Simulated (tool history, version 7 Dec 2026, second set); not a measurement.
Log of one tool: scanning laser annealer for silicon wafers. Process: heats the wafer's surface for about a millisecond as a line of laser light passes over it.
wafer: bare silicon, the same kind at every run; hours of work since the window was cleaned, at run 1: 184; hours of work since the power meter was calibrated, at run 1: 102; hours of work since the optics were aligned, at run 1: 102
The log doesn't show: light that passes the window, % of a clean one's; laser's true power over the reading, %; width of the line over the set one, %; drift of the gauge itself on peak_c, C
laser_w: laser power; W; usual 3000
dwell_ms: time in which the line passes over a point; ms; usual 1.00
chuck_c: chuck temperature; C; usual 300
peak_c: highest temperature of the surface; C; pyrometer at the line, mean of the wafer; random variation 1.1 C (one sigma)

| run | day | laser_w | dwell_ms | chuck_c | hours of work since the window was cleaned | hours of work since the power meter was calibrated | hours of work since the optics were aligned | peak_c |
|---|---|---|---|---|---|---|---|---|
| 1 | 0.000 | 3000 | 1.00 | 300 | 184 | 102 | 102 | 1042 |
| 2 | 0.825 | 3000 | 1.00 | 300 | 197 | 115 | 115 | 1043 |
| 3 | 1.646 | 3000 | 1.00 | 300 | 210 | 128 | 128 | 1045 |
| 4 | 2.521 | 3000 | 1.00 | 300 | 224 | 142 | 142 | 1043 |
| 5 | 3.333 | 3000 | 1.00 | 300 | 237 | 155 | 155 | 1040 |
| 6 | 4.125 | 3000 | 1.00 | 300 | 250 | 168 | 168 | 1041 |
| 7 | 5.038 | 3000 | 1.00 | 300 | 264 | 182 | 182 | 1039 |
| 8 | 5.567 | 3000 | 1.00 | 300 | 273 | 191 | 191 | 1041 |
| 9 | 6.454 | 3000 | 1.00 | 300 | 287 | 205 | 205 | 1040 |
| 10 | 7.050 | 3000 | 1.00 | 300 | 296 | 214 | 214 | 1040 |
| 11 | 7.704 | 3000 | 1.00 | 300 | 307 | 225 | 225 | 1039 |
| 12 | 8.229 | 3000 | 1.00 | 300 | 315 | 233 | 233 | 1039 |
| 13 | 8.712 | 3000 | 0.83 | 300 | 323 | 241 | 241 | 974 |
| 14 | 9.479 | 3000 | 1.00 | 300 | 335 | 253 | 253 | 1038 |
| 15 | 10.262 | 3000 | 1.00 | 300 | 347 | 265 | 265 | 1038 |

Run 16 comes next. What will it give?
| 16 | 11.188 | 3108 | 0.91 | 292 | 362 | 280 | 280 | ? |

peak_c: 1019 C
Without the tool's hidden state the same run would have given peak_c 1035 C.
